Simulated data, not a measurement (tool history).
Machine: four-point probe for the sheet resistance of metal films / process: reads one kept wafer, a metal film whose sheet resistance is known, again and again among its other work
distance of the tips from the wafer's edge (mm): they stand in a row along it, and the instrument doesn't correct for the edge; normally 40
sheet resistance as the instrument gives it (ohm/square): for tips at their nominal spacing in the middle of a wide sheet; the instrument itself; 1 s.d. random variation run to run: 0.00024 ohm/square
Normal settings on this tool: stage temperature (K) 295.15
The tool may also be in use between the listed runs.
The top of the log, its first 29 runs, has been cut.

run    hour  stage temperature (K)  distance of the tips from the wafer's edge (mm)  sheet resistance as the instrument gives it (ohm/square)
 30  1445.8                 295.15                                               67                                                  1.179221
 31  1517.7                 295.15                                               67                                                  1.179108
 32  1593.6                 295.15                                               67                                                  1.179155
 33  1641.5                 295.15                                                3                                                  1.196288
 34  1678.6                 295.15                                                3                                                  1.196173
 35  1720.3                 294.15                                               10                                                  1.179446
 36  1784.6                 294.15                                               10                                                  1.179023
 37  1854.6                 293.15                                               14                                                  1.176614
 38  1926.7                 293.15                                               14                                                  1.177003

Alternative continuations, all from the tool just after run 38; predict every row:
  A  1991.4                 299.15                                                5                                                         ?
  B  1991.4                 293.15                                               27                                                         ?
  C  1991.4                 305.15                                               17                                                         ?
  D  1991.4                 302.15                                                3                                                         ?
  E  1991.4                 298.15                                               12                                                         ?

run  sheet resistance as the instrument gives it (ohm/square)
  A                                                  1.190548
  B                                                   1.17583
  C                                                  1.191958
  D                                                  1.205715
  E                                                   1.18366
With the hidden condition removed and each run's random variation left untouched, the same runs would have given:
run  sheet resistance as the instrument gives it (ohm/square)
  A                                                  1.187721
  B                                                  1.172989
  C                                                  1.189174
  D                                                  1.202876
  E                                                   1.18084
